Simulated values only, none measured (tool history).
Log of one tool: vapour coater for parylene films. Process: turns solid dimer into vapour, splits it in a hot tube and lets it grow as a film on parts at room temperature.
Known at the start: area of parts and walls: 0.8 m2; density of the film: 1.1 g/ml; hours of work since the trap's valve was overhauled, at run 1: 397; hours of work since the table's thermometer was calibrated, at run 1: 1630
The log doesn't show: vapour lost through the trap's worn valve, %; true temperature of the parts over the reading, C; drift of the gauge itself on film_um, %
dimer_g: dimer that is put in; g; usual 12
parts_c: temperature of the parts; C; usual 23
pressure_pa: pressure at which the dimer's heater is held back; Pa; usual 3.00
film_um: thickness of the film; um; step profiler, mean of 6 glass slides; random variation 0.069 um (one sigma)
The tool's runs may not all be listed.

run,hour,dimer_g,parts_c,pressure_pa,hours of work since the trap's valve was overhauled,hours of work since the table's thermometer was calibrated,film_um
1,0.0,12,23,3.00,397,1630,8.71
2,71.1,12,23,3.00,450,1683,8.68
3,130.6,18,23,3.00,494,1727,12.84
4,186.2,18,23,3.00,535,1768,12.72
5,243.6,18,23,3.00,577,1810,12.94
6,284.9,18,23,2.61,608,1841,13.07
# hour 354.1: trap's valve overhauled
7,361.0,18,23,2.61,5,1894,14.02
8,403.7,12,23,9.85,37,1926,6.99
9,442.1,12,23,9.85,65,1955,6.91
10,525.2,12,23,3.00,127,2016,8.80
11,571.8,18,23,3.00,161,2051,13.38
12,622.1,12,23,3.00,199,2088,8.74
# hour 633.9: table's thermometer calibrated
13,687.3,12,23,3.00,246,40,9.04
14,744.5,12,23,3.00,289,82,8.98
15,790.6,12,18,3.00,323,116,10.05
16,873.4,12,23,5.93,384,178,7.68
17,924.0,12,21,3.00,422,215,9.44
18,983.3,12,23,3.00,466,259,8.88
19,1028.5,18,23,3.00,499,293,13.24
20,1083.9,12,23,3.00,540,334,8.70
21,1140.7,12,23,3.00,582,376,8.71
22,1215.1,10,23,3.00,637,431,7.18
# hour 1248.1: trap's valve overhauled
23,1301.1,10,23,3.00,39,492,7.66
24,1376.2,10,23,6.74,95,547,6.39
25,1450.7,10,23,6.74,150,603,6.37
26,1485.4,12,16,9.38,176,628,8.26
27,1559.9,6,22,9.39,231,683,3.57
28,1632.0,6,22,2.78,285,737,4.70
29,1705.5,20,23,3.00,339,791,14.81
30,1765.8,18,34,2.21,384,836,10.92
31,1847.4,18,34,2.21,444,896,10.72
32,1921.6,18,34,2.21,499,951,10.83
33,1977.1,13,34,9.89,540,993,5.56
34,2018.1,7,23,6.17,571,1023,4.33
35,2071.0,12,27,5.30,610,1062,6.80
36,2130.5,9,23,3.01,654,1106,6.48
# hour 2139.2: trap's valve overhauled
37,2198.8,12,25,3.76,44,1154,8.20
38,2276.6,12,25,3.76,102,1212,8.27
39,2350.4,11,25,3.76,157,1266,7.43
40,2424.8,11,25,3.76,212,1322,7.38
41,2477.5,18,25,3.02,251,1361,12.68
42,2556.3,18,25,3.02,309,1419,12.47
43,2637.4,14,28,3.36,369,1479,8.86
44,2688.2,14,28,3.36,407,1517,8.83
45,2724.7,6,22,3.36,434,1544,4.33
46,2775.0,6,17,8.22,471,1581,3.97
47,2819.0,12,17,3.29,504,1614,9.65

How the hidden state differs across the entries between the runs, from the last listed run before each to the first after it:
Between runs 6 and 7: trap's valve overhauled (hour 354.1)
  vapour lost through the trap's worn valve, %: 5.6 -> 0.2; true temperature of the parts over the reading, C: 1.3 -> 1.33
  measured less the result without the state, film_um: -1.21 -> -0.48 um
Between runs 12 and 13: table's thermometer calibrated (hour 633.9)
  vapour lost through the trap's worn valve, %: 2.1 -> 2.6; true temperature of the parts over the reading, C: 1.45 -> -0.01
  measured less the result without the state, film_um: -0.50 -> -0.23 um
Between runs 22 and 23: trap's valve overhauled (hour 1248.1)
  vapour lost through the trap's worn valve, %: 6.2 -> 0.5; true temperature of the parts over the reading, C: 0.24 -> 0.28
  measured less the result without the state, film_um: -0.52 -> -0.09 um
Between runs 36 and 37: trap's valve overhauled (hour 2139.2)
  vapour lost through the trap's worn valve, %: 6.4 -> 0.9; true temperature of the parts over the reading, C: 0.66 -> 0.69
  measured less the result without the state, film_um: -0.55 -> -0.21 um
